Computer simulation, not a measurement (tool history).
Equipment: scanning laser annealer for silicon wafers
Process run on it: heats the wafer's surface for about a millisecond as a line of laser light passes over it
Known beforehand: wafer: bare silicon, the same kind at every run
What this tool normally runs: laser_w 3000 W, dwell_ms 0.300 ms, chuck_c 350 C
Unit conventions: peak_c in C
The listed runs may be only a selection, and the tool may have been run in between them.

run 1 day=0.000 | laser_w=3000 dwell_ms=0.300 chuck_c=350 | peak_c=1134
run 2 day=1.229 | laser_w=3000 dwell_ms=0.300 chuck_c=350 | peak_c=1138
run 3 day=2.329 | laser_w=3000 dwell_ms=0.300 chuck_c=350 | peak_c=1132
run 4 day=3.912 | laser_w=3000 dwell_ms=0.300 chuck_c=350 | peak_c=1133
run 5 day=4.933 | laser_w=3141 dwell_ms=0.300 chuck_c=350 | peak_c=1174
run 6 day=6.579 | laser_w=3141 dwell_ms=0.300 chuck_c=350 | peak_c=1174
run 7 day=7.842 | laser_w=3141 dwell_ms=0.300 chuck_c=350 | peak_c=1176
run 8 day=9.512 | laser_w=3141 dwell_ms=0.300 chuck_c=350 | peak_c=1174
run 9 day=11.142 | laser_w=3000 dwell_ms=0.300 chuck_c=350 | peak_c=1123
run 10 day=12.196 | laser_w=3000 dwell_ms=0.300 chuck_c=350 | peak_c=1125
run 11 day=13.796 | laser_w=3089 dwell_ms=0.300 chuck_c=350 | peak_c=1151
run 12 day=15.471 | laser_w=3179 dwell_ms=0.257 chuck_c=350 | peak_c=1116
run 13 day=16.221 | laser_w=3000 dwell_ms=0.219 chuck_c=354 | peak_c=1013
run 14 day=17.629 | laser_w=3000 dwell_ms=0.219 chuck_c=354 | peak_c=1011
run 15 day=18.679 | laser_w=2672 dwell_ms=0.219 chuck_c=354 | peak_c=926
run 16 day=20.208 | laser_w=2957 dwell_ms=0.264 chuck_c=334 | peak_c=1040
run 17 day=21.729 | laser_w=2957 dwell_ms=0.264 chuck_c=334 | peak_c=1041
run 18 day=23.296 | laser_w=3105 dwell_ms=0.253 chuck_c=334 | peak_c=1066
run 19 day=24.229 | laser_w=3000 dwell_ms=0.300 chuck_c=375 | peak_c=1142
run 20 day=25.108 | laser_w=3000 dwell_ms=0.234 chuck_c=339 | peak_c=1014
run 21 day=26.271 | laser_w=2953 dwell_ms=0.316 chuck_c=376 | peak_c=1144
run 22 day=27.812 | laser_w=2953 dwell_ms=0.316 chuck_c=376 | peak_c=1140

Consider 4 possible next runs. They are alternatives, not a sequence: every one starts from the tool as it was left by run 22. What does each give?
run A day=29.571 | laser_w=3021 dwell_ms=0.316 chuck_c=372 | peak_c=?
run B day=29.571 | laser_w=2953 dwell_ms=0.316 chuck_c=358 | peak_c=?
run C day=29.571 | laser_w=3016 dwell_ms=0.300 chuck_c=381 | peak_c=?
run D day=29.571 | laser_w=2953 dwell_ms=0.316 chuck_c=360 | peak_c=?

run=A peak_c=1158
run=B peak_c=1124
run=C peak_c=1141
run=D peak_c=1125
With the hidden condition removed and each run's random variation left untouched, the same runs would have given:
run=A peak_c=1197
run=B peak_c=1162
run=C peak_c=1179
run=D peak_c=1163

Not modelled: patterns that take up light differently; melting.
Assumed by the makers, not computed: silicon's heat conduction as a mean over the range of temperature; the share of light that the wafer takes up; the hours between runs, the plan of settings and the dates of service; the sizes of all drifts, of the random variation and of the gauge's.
